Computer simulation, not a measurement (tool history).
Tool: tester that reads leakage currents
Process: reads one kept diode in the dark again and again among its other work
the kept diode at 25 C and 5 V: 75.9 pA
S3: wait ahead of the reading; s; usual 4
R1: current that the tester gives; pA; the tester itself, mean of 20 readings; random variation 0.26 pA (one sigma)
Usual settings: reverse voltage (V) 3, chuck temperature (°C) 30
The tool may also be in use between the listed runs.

{"run": 1, "day": 0.0, "reverse voltage (V)": 3, "chuck temperature (°C)": 30, "S3": 4, "R1": 91.61}
{"run": 2, "day": 3.538, "reverse voltage (V)": 12.66, "chuck temperature (°C)": 30, "S3": 4, "R1": 195.12}
{"run": 3, "day": 10.171, "reverse voltage (V)": 12.66, "chuck temperature (°C)": 30, "S3": 4, "R1": 197.85}
{"run": 4, "day": 14.658, "reverse voltage (V)": 12.66, "chuck temperature (°C)": 30, "S3": 4, "R1": 197.77}
{"run": 5, "day": 17.942, "reverse voltage (V)": 2.79, "chuck temperature (°C)": 30, "S3": 4, "R1": 89.84}
{"day": 21.533, "done": "chuck's temperature calibrated"}
{"run": 6, "day": 22.942, "reverse voltage (V)": 3, "chuck temperature (°C)": 20, "S3": 4, "R1": 40.49}
{"run": 7, "day": 27.512, "reverse voltage (V)": 3, "chuck temperature (°C)": 20, "S3": 4, "R1": 40.81}
{"run": 8, "day": 32.162, "reverse voltage (V)": 3, "chuck temperature (°C)": 20, "S3": 4, "R1": 41.08}
{"run": 9, "day": 37.479, "reverse voltage (V)": 3, "chuck temperature (°C)": 20, "S3": 4, "R1": 41.25}
{"run": 10, "day": 44.625, "reverse voltage (V)": 2.79, "chuck temperature (°C)": 20, "S3": 4, "R1": 40.23}
{"run": 11, "day": 48.192, "reverse voltage (V)": 2.79, "chuck temperature (°C)": 20, "S3": 4, "R1": 40.44}
{"run": 12, "day": 51.921, "reverse voltage (V)": 2.79, "chuck temperature (°C)": 20, "S3": 4, "R1": 40.58}
{"run": 13, "day": 55.225, "reverse voltage (V)": 2.79, "chuck temperature (°C)": 20, "S3": 4, "R1": 40.77}
{"run": 14, "day": 60.562, "reverse voltage (V)": 2.55, "chuck temperature (°C)": 20, "S3": 4, "R1": 38.96}
{"run": 15, "day": 64.438, "reverse voltage (V)": 8.89, "chuck temperature (°C)": 57, "S3": 6.55, "R1": 1081.05}
{"run": 16, "day": 68.479, "reverse voltage (V)": 2.94, "chuck temperature (°C)": 30, "S3": 8.45, "R1": 91.9}
{"run": 17, "day": 73.846, "reverse voltage (V)": 3.38, "chuck temperature (°C)": 39, "S3": 3.32, "R1": 192.84}
{"run": 18, "day": 79.433, "reverse voltage (V)": 6.1, "chuck temperature (°C)": 30, "S3": 0.68, "R1": 140.38}
{"run": 19, "day": 85.533, "reverse voltage (V)": 6.1, "chuck temperature (°C)": 30, "S3": 0.68, "R1": 142.19}

Forecast run 20:
{"run": 20, "day": 90.742, "reverse voltage (V)": 6.1, "chuck temperature (°C)": 30, "S3": 0.68, "R1": "?"}

Run 20 gave R1 141.56 pA.
Without the tool's hidden state the same run would have given R1 127.55 pA.
